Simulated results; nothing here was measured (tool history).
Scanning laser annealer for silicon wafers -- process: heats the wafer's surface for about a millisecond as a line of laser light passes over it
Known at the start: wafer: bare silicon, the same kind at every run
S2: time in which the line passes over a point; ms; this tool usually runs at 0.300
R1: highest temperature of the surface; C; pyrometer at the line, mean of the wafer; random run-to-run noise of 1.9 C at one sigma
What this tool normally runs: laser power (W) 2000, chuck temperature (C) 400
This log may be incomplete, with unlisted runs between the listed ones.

Run 1, hour 0.0: usual settings. Result: R1 1104 C.
Run 2, hour 11.7: usual settings. Result: R1 1104 C.
Run 3, hour 17.7: usual settings. Result: R1 1103 C.
Run 4, hour 28.1: usual settings. Result: R1 1103 C.
Run 5, hour 36.2: usual settings. Result: R1 1103 C.
Run 6, hour 41.1: usual settings but S2 0.344 ms. Result: R1 1150 C.
Run 7, hour 51.8: usual settings but S2 0.344 ms. Result: R1 1151 C.
Run 8, hour 59.9: usual settings but S2 0.280 ms, chuck temperature (C) 367. Result: R1 1046 C.
At hour 63.6: laser's power meter calibrated.
Run 9, hour 74.3: usual settings but laser power (W) 1822, chuck temperature (C) 388. Result: R1 1027 C.
Run 10, hour 80.1: usual settings but laser power (W) 1822, chuck temperature (C) 388. Result: R1 1023 C.
Run 11, hour 85.6: usual settings but chuck temperature (C) 393. Result: R1 1096 C.
Run 12, hour 93.0: usual settings but chuck temperature (C) 393. Result: R1 1093 C.
Run 13, hour 97.8: usual settings but laser power (W) 2027, S2 0.345 ms, chuck temperature (C) 372. Result: R1 1128 C.

Branching from run 13: 4 alternative next runs. What would each branch give?
Run A, hour 107.2: usual settings but laser power (W) 2027, S2 0.231 ms, chuck temperature (C) 417. Result: R1 ?.
Run B, hour 107.2: usual settings but laser power (W) 2116, S2 0.364 ms, chuck temperature (C) 387. Result: R1 ?.
Run C, hour 107.2: usual settings but laser power (W) 1760, S2 0.305 ms, chuck temperature (C) 435. Result: R1 ?.
Run D, hour 107.2: usual settings but laser power (W) 1865. Result: R1 ?.

run    R1
  A  1041
  B  1202
  C  1060
  D  1051
Without the tool's hidden state the same runs would have given:
run    R1
  A  1069
  B  1240
  C  1089
  D  1081

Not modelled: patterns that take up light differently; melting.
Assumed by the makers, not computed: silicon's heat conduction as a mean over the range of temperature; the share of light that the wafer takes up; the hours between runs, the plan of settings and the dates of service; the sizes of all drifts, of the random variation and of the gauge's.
